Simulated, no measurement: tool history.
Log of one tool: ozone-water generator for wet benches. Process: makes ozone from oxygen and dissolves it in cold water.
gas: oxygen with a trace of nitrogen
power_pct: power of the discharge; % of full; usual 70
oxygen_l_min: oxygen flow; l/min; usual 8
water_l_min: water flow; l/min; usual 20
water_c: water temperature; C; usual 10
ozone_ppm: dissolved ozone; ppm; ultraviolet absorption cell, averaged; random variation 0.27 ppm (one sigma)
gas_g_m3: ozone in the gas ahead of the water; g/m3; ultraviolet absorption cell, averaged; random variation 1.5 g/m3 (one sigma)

run    hour  power_pct  oxygen_l_min  water_l_min  water_c  ozone_ppm  gas_g_m3
  1       0         70             8           20       10       42.1       277
  2   127.7         93             8           20       10       53.8     355.8
  3     277         93             8           20       10       53.7     353.5
  4   361.9         40             8           20       10       25.8     170.1
  5   455.6         70             8           20        6       44.9     277.8
  6   591.7         70             8           20       10         42     272.3
  7     731         70             8           20       10       41.9     274.7
  8   846.2         70             8           20       10         42     275.1
  9   991.6         70             8           20       10       41.8     271.9
 10  1127.3         70             8           20        8       43.4     270.3
 11  1252.4         56             8           20       10       34.2     224.3
 12  1386.5         46             8           20       10       29.1     188.7
 13  1526.7         46             8           20       10       29.2     186.8
     1568.5  -- contactor cleaned
 14  1620.3         46             8           20       10         29     189.1
 15  1709.3         46             8           20       10       29.2     188.9
     1783.6  -- gauge calibrated
 16  1842.4         46             8           20        9       29.5     192.4
 17  1975.5         46             8           20        9       29.7     190.6
 18  2047.7         70             8           22       17       34.9       276
 19  2147.9         48             8           14       10       38.8     197.5
 20    2265         48             8           14       10       39.4     198.4
 21  2379.1         48             8           14       10       38.7       197
 22    2486         50          5.69           32        8       20.2     241.6
 23  2604.5         50          5.69           32        8         20     241.1
 24  2686.3         50          5.69           32        8       20.1     242.2
 25  2775.2         70         12.32           20       14         38     223.1
 26  2907.8         68         12.32           20        7       42.6     214.3
 27  3038.1         57         12.32           20        7       36.3     184.1
 28  3171.5         80             8           14       10       60.3     306.3

Forecast run 29:
 29  3284.6         51             8           20       17          ?         ?

Run 29 gave ozone_ppm 28.5 ppm, gas_g_m3 207.9 g/m3.
Without the tool's hidden state the same run would have given ozone_ppm 28.6 ppm, gas_g_m3 213.2 g/m3.
